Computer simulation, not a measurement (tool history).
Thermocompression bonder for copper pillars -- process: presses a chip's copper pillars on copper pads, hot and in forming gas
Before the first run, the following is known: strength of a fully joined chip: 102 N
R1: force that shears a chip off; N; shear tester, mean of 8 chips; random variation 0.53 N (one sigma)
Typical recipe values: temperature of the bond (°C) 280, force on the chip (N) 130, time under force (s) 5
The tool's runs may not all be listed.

{"run": 1, "hour": 0.0, "temperature of the bond (°C)": 280, "force on the chip (N)": 130, "time under force (s)": 5, "R1": 61.1}
{"run": 2, "hour": 4.9, "temperature of the bond (°C)": 280, "force on the chip (N)": 130, "time under force (s)": 5, "R1": 61.4}
{"run": 3, "hour": 15.3, "temperature of the bond (°C)": 280, "force on the chip (N)": 79, "time under force (s)": 5, "R1": 39.1}
{"run": 4, "hour": 23.9, "temperature of the bond (°C)": 280, "force on the chip (N)": 79, "time under force (s)": 5, "R1": 39.6}
{"run": 5, "hour": 29.8, "temperature of the bond (°C)": 280, "force on the chip (N)": 79, "time under force (s)": 5, "R1": 39.2}
{"hour": 31.9, "done": "forming gas filter changed"}
{"run": 6, "hour": 36.9, "temperature of the bond (°C)": 280, "force on the chip (N)": 135, "time under force (s)": 5, "R1": 67.7}
{"run": 7, "hour": 45.3, "temperature of the bond (°C)": 283, "force on the chip (N)": 130, "time under force (s)": 5, "R1": 67.6}
{"run": 8, "hour": 54.6, "temperature of the bond (°C)": 280, "force on the chip (N)": 130, "time under force (s)": 3, "R1": 56.2}
{"hour": 59.8, "done": "heater calibrated with a thermocouple chip"}
{"run": 9, "hour": 61.6, "temperature of the bond (°C)": 280, "force on the chip (N)": 130, "time under force (s)": 3, "R1": 54.3}
{"run": 10, "hour": 68.3, "temperature of the bond (°C)": 280, "force on the chip (N)": 130, "time under force (s)": 5, "R1": 63.8}
{"run": 11, "hour": 76.9, "temperature of the bond (°C)": 280, "force on the chip (N)": 130, "time under force (s)": 5, "R1": 61.7}
{"run": 12, "hour": 84.9, "temperature of the bond (°C)": 280, "force on the chip (N)": 130, "time under force (s)": 5, "R1": 63.1}
{"run": 13, "hour": 89.4, "temperature of the bond (°C)": 277, "force on the chip (N)": 130, "time under force (s)": 7, "R1": 68}
{"run": 14, "hour": 99.6, "temperature of the bond (°C)": 277, "force on the chip (N)": 130, "time under force (s)": 7, "R1": 67.7}
{"run": 15, "hour": 105.5, "temperature of the bond (°C)": 264, "force on the chip (N)": 174, "time under force (s)": 5, "R1": 67.7}
{"run": 16, "hour": 116.2, "temperature of the bond (°C)": 264, "force on the chip (N)": 174, "time under force (s)": 5, "R1": 67.5}
{"run": 17, "hour": 123.3, "temperature of the bond (°C)": 264, "force on the chip (N)": 120, "time under force (s)": 5, "R1": 49.3}
{"run": 18, "hour": 131.8, "temperature of the bond (°C)": 260, "force on the chip (N)": 181, "time under force (s)": 5, "R1": 67.2}
{"run": 19, "hour": 141.4, "temperature of the bond (°C)": 280, "force on the chip (N)": 86, "time under force (s)": 5, "R1": 43.8}
{"run": 20, "hour": 147.0, "temperature of the bond (°C)": 280, "force on the chip (N)": 86, "time under force (s)": 5, "R1": 43.5}
{"run": 21, "hour": 155.4, "temperature of the bond (°C)": 280, "force on the chip (N)": 86, "time under force (s)": 5, "R1": 43.9}

Below are 4 alternative next runs, each starting from the tool's condition after run 21. Predict each:
{"run": "A", "hour": 163.2, "temperature of the bond (°C)": 280, "force on the chip (N)": 113, "time under force (s)": 5, "R1": "?"}
{"run": "B", "hour": 163.2, "temperature of the bond (°C)": 280, "force on the chip (N)": 96, "time under force (s)": 9, "R1": "?"}
{"run": "C", "hour": 163.2, "temperature of the bond (°C)": 250, "force on the chip (N)": 168, "time under force (s)": 3, "R1": "?"}
{"run": "D", "hour": 163.2, "temperature of the bond (°C)": 278, "force on the chip (N)": 98, "time under force (s)": 5, "R1": "?"}

run=A R1=55.7
run=B R1=58.6
run=C R1=47.7
run=D R1=48.6
Had the tool no hidden state, the same runs would have come out as:
run=A R1=55.8
run=B R1=58.8
run=C R1=47.8
run=D R1=48.6

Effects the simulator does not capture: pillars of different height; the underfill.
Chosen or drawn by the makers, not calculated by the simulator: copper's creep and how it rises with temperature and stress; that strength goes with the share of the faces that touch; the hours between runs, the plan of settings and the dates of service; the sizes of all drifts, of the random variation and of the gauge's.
